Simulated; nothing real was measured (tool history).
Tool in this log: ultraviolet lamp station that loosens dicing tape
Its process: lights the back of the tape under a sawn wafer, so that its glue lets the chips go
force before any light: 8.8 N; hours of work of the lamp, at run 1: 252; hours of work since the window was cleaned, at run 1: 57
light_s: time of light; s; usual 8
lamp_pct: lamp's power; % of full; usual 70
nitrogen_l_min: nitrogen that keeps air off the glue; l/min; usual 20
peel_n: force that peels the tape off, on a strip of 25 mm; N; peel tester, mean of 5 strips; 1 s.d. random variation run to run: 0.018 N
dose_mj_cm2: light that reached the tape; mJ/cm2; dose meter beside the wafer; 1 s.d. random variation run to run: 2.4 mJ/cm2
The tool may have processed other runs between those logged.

run     day  light_s  lamp_pct  nitrogen_l_min  hours of work of the lamp  hours of work since the window was cleaned  peel_n  dose_mj_cm2
  1       0        8        70              20                        252                                          57   1.116          246
  2   2.108        8        70              20                        281                                          87   1.157          238
  3   4.425        8        70              20                        313                                         119   1.169          231
  4   7.029        8        70              20                        350                                         155   1.241          230
  5  10.525        8        69              20                        398                                         204   1.339          221
  6  14.004        8        70              31                        447                                         253   1.087          215
  7  17.458        8        70              20                        495                                         301   1.438          211
     18.442  -- window cleaned of glue's vapour
  8  20.829        8        70              20                        542                                          33     1.4          211
  9  23.283        8        70               9                        576                                          68    2.23          208
 10   26.75        7        70               8                        625                                         116   2.916          172
 11  29.983        9        77              15                        670                                         161   1.352          242
 12  32.954        8        70              17                        711                                         203   1.818          193
 13   34.75        8        70              17                        736                                         228   1.882          187
 14  38.162       11        80              25                        784                                         275   0.703          284
     40.833  -- window cleaned of glue's vapour
 15  40.833        8        94              20                        821                                           0   1.048          250
 16  43.154        7        94               8                        853                                          32   2.226          215

Per-run results on a tool with no hidden state, each run keeping its own random variation:
The hidden state here: lamp's light, % of a new lamp's; light that the window lets through, % of a clean one's; drift of the gauge itself on peel_n, %; drift of the gauge itself on dose_mj_cm2, %.
run  peel_n  dose_mj_cm2
  1   0.865          279
  2   0.864          277
  3    0.84          273
  4   0.859          278
  5    0.88          276
  6   0.646          277
  7   0.843          279
  8   0.861          273
  9   1.464          276
 10   1.962          238
 11   0.679          342
 12   0.941          280
 13   0.948          277
 14   0.278          436
 15    0.45          373
 16   1.146          328

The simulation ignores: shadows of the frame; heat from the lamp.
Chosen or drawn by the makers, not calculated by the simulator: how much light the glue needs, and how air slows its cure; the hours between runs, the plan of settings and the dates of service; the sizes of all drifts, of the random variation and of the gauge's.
